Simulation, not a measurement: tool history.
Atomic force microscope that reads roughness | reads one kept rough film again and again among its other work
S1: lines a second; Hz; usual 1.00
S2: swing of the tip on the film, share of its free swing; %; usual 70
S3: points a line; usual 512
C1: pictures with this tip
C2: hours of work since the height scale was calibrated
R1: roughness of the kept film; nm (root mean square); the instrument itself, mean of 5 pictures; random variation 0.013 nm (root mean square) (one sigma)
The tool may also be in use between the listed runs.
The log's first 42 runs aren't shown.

Run 43, hour 953.6: usual settings but S1 1.14 Hz, S2 58 %, S3 708; C1 101; C2 1044. Result: R1 2.865 nm (root mean square).
Run 44, hour 972.2: usual settings but S1 0.55 Hz, S2 60 %, S3 440; C1 128; C2 1057. Result: R1 2.866 nm (root mean square).
Run 45, hour 989.4: usual settings but S1 0.76 Hz, S2 64 %, S3 423; C1 153; C2 1070. Result: R1 2.838 nm (root mean square).
Run 46, hour 1018.0: usual settings but S1 0.76 Hz, S2 85 %, S3 315; C1 195; C2 1091. Result: R1 2.630 nm (root mean square).
Run 47, hour 1050.2: usual settings but S1 1.49 Hz, S2 85 %, S3 679; C1 242; C2 1115. Result: R1 2.420 nm (root mean square).
Run 48, hour 1073.8: usual settings but S1 1.49 Hz, S2 57 %, S3 620; C1 276; C2 1133. Result: R1 2.710 nm (root mean square).
At hour 1085.6: new tip fitted.
Run 49, hour 1088.7: usual settings but S1 1.49 Hz, S2 83 %, S3 552; C1 4; C2 1144. Result: R1 2.667 nm (root mean square).
Run 50, hour 1113.5: usual settings but S1 1.67 Hz, S2 61 %, S3 494; C1 40; C2 1162. Result: R1 2.855 nm (root mean square).
Run 51, hour 1138.0: usual settings but S2 56 %, S3 473; C1 76; C2 1180. Result: R1 2.914 nm (root mean square).
Run 52, hour 1166.7: usual settings but S1 0.60 Hz, S2 76 %, S3 321; C1 118; C2 1202. Result: R1 2.790 nm (root mean square).
Run 53, hour 1181.7: usual settings but S1 2.12 Hz, S2 76 %, S3 447; C1 139; C2 1213. Result: R1 2.527 nm (root mean square).

Forecast each of these 3 alternatives for the next run:
Run A, hour 1202.5: usual settings but S1 1.79 Hz, S2 59 %, S3 327; C1 170; C2 1228. Result: R1 ?.
Run B, hour 1202.5: usual settings but S1 1.32 Hz, S2 76 %, S3 609; C1 170; C2 1228. Result: R1 ?.
Run C, hour 1202.5: usual settings but S2 55 %, S3 812; C1 170; C2 1228. Result: R1 ?.

run     R1
  A  2.729
  B  2.644
  C  2.806
Without the tool's hidden state the same runs would have given:
run     R1
  A  2.993
  B  2.897
  C  3.076

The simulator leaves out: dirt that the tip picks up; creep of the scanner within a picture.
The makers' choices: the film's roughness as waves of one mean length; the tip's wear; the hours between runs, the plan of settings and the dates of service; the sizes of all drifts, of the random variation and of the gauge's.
